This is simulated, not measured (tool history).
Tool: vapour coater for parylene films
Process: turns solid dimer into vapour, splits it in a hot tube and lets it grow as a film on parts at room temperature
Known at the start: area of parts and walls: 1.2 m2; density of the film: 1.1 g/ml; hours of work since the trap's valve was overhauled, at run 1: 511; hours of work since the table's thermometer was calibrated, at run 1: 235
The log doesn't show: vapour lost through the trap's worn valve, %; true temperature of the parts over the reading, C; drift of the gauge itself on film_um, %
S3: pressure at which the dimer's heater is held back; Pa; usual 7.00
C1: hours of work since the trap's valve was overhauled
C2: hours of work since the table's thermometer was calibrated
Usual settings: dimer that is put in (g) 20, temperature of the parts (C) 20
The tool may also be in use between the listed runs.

run 1 hour=0.0 | dimer_that_is_put_in_(g)=20 temperature_of_the_parts_(C)=20 S3=7.00 | C1=511 C2=235 | thickness_of_the_film_(µm)=9.93
run 2 hour=16.2 | dimer_that_is_put_in_(g)=20 temperature_of_the_parts_(C)=20 S3=7.00 | C1=521 C2=245 | thickness_of_the_film_(µm)=9.78
run 3 hour=30.0 | dimer_that_is_put_in_(g)=20 temperature_of_the_parts_(C)=20 S3=4.42 | C1=530 C2=254 | thickness_of_the_film_(µm)=10.90
run 4 hour=49.0 | dimer_that_is_put_in_(g)=20 temperature_of_the_parts_(C)=20 S3=7.00 | C1=541 C2=266 | thickness_of_the_film_(µm)=9.62
run 5 hour=63.3 | dimer_that_is_put_in_(g)=20 temperature_of_the_parts_(C)=20 S3=7.00 | C1=550 C2=275 | thickness_of_the_film_(µm)=9.84
run 6 hour=82.6 | dimer_that_is_put_in_(g)=20 temperature_of_the_parts_(C)=20 S3=7.00 | C1=562 C2=287 | thickness_of_the_film_(µm)=9.90
run 7 hour=96.7 | dimer_that_is_put_in_(g)=20 temperature_of_the_parts_(C)=20 S3=7.00 | C1=571 C2=296 | thickness_of_the_film_(µm)=9.78
run 8 hour=110.1 | dimer_that_is_put_in_(g)=20 temperature_of_the_parts_(C)=24 S3=7.00 | C1=580 C2=304 | thickness_of_the_film_(µm)=8.10
run 9 hour=121.3 | dimer_that_is_put_in_(g)=20 temperature_of_the_parts_(C)=24 S3=7.00 | C1=587 C2=311 | thickness_of_the_film_(µm)=8.15
-- hour=140.2 trap's valve overhauled
run 10 hour=150.0 | dimer_that_is_put_in_(g)=20 temperature_of_the_parts_(C)=24 S3=7.00 | C1=6 C2=326 | thickness_of_the_film_(µm)=8.24
run 11 hour=167.3 | dimer_that_is_put_in_(g)=20 temperature_of_the_parts_(C)=24 S3=7.00 | C1=17 C2=337 | thickness_of_the_film_(µm)=8.15
run 12 hour=178.6 | dimer_that_is_put_in_(g)=20 temperature_of_the_parts_(C)=24 S3=7.00 | C1=24 C2=344 | thickness_of_the_film_(µm)=8.28
run 13 hour=189.2 | dimer_that_is_put_in_(g)=20 temperature_of_the_parts_(C)=24 S3=7.00 | C1=31 C2=351 | thickness_of_the_film_(µm)=8.11
run 14 hour=204.2 | dimer_that_is_put_in_(g)=20 temperature_of_the_parts_(C)=24 S3=7.00 | C1=40 C2=360 | thickness_of_the_film_(µm)=8.26
run 15 hour=227.9 | dimer_that_is_put_in_(g)=20 temperature_of_the_parts_(C)=24 S3=7.00 | C1=55 C2=375 | thickness_of_the_film_(µm)=8.08
run 16 hour=239.3 | dimer_that_is_put_in_(g)=20 temperature_of_the_parts_(C)=24 S3=7.00 | C1=62 C2=382 | thickness_of_the_film_(µm)=8.15
run 17 hour=253.0 | dimer_that_is_put_in_(g)=20 temperature_of_the_parts_(C)=15 S3=7.00 | C1=70 C2=391 | thickness_of_the_film_(µm)=12.40
run 18 hour=276.5 | dimer_that_is_put_in_(g)=20 temperature_of_the_parts_(C)=15 S3=7.00 | C1=85 C2=405 | thickness_of_the_film_(µm)=12.66
run 19 hour=300.7 | dimer_that_is_put_in_(g)=20 temperature_of_the_parts_(C)=20 S3=7.00 | C1=100 C2=421 | thickness_of_the_film_(µm)=9.81
run 20 hour=318.0 | dimer_that_is_put_in_(g)=20 temperature_of_the_parts_(C)=20 S3=7.00 | C1=111 C2=431 | thickness_of_the_film_(µm)=9.99
run 21 hour=332.6 | dimer_that_is_put_in_(g)=20 temperature_of_the_parts_(C)=20 S3=7.00 | C1=120 C2=441 | thickness_of_the_film_(µm)=9.92
run 22 hour=343.8 | dimer_that_is_put_in_(g)=10 temperature_of_the_parts_(C)=20 S3=7.00 | C1=127 C2=448 | thickness_of_the_film_(µm)=4.89
run 23 hour=355.2 | dimer_that_is_put_in_(g)=20 temperature_of_the_parts_(C)=15 S3=2.85 | C1=134 C2=455 | thickness_of_the_film_(µm)=14.81
run 24 hour=374.2 | dimer_that_is_put_in_(g)=12 temperature_of_the_parts_(C)=18 S3=5.51 | C1=146 C2=467 | thickness_of_the_film_(µm)=6.83
run 25 hour=385.9 | dimer_that_is_put_in_(g)=9 temperature_of_the_parts_(C)=25 S3=5.68 | C1=154 C2=474 | thickness_of_the_film_(µm)=3.66
run 26 hour=408.0 | dimer_that_is_put_in_(g)=13 temperature_of_the_parts_(C)=21 S3=3.96 | C1=167 C2=488 | thickness_of_the_film_(µm)=6.81
run 27 hour=420.6 | dimer_that_is_put_in_(g)=28 temperature_of_the_parts_(C)=22 S3=7.00 | C1=175 C2=496 | thickness_of_the_film_(µm)=12.51
run 28 hour=431.1 | dimer_that_is_put_in_(g)=13 temperature_of_the_parts_(C)=22 S3=7.00 | C1=182 C2=502 | thickness_of_the_film_(µm)=5.82
run 29 hour=444.5 | dimer_that_is_put_in_(g)=13 temperature_of_the_parts_(C)=22 S3=7.00 | C1=190 C2=510 | thickness_of_the_film_(µm)=5.81
run 30 hour=454.9 | dimer_that_is_put_in_(g)=32 temperature_of_the_parts_(C)=20 S3=10.34 | C1=197 C2=517 | thickness_of_the_film_(µm)=14.60
run 31 hour=470.6 | dimer_that_is_put_in_(g)=32 temperature_of_the_parts_(C)=20 S3=10.34 | C1=206 C2=527 | thickness_of_the_film_(µm)=14.62
run 32 hour=484.7 | dimer_that_is_put_in_(g)=20 temperature_of_the_parts_(C)=20 S3=2.47 | C1=215 C2=536 | thickness_of_the_film_(µm)=12.29
run 33 hour=510.1 | dimer_that_is_put_in_(g)=11 temperature_of_the_parts_(C)=26 S3=8.12 | C1=231 C2=551 | thickness_of_the_film_(µm)=3.91
run 34 hour=533.4 | dimer_that_is_put_in_(g)=11 temperature_of_the_parts_(C)=26 S3=8.12 | C1=246 C2=566 | thickness_of_the_film_(µm)=3.94
run 35 hour=550.9 | dimer_that_is_put_in_(g)=33 temperature_of_the_parts_(C)=14 S3=8.11 | C1=257 C2=577 | thickness_of_the_film_(µm)=21.00
run 36 hour=568.3 | dimer_that_is_put_in_(g)=33 temperature_of_the_parts_(C)=24 S3=8.11 | C1=268 C2=588 | thickness_of_the_film_(µm)=12.96
run 37 hour=590.2 | dimer_that_is_put_in_(g)=33 temperature_of_the_parts_(C)=28 S3=8.11 | C1=281 C2=602 | thickness_of_the_film_(µm)=10.62

The next listed run, before its measurement:
run 38 hour=608.7 | dimer_that_is_put_in_(g)=8 temperature_of_the_parts_(C)=31 S3=3.28 | C1=293 C2=613 | thickness_of_the_film_(µm)=?

Run 38 gave thickness of the film (µm) 2.67.
Without the tool's hidden state the same run would have given thickness of the film (µm) 2.68.
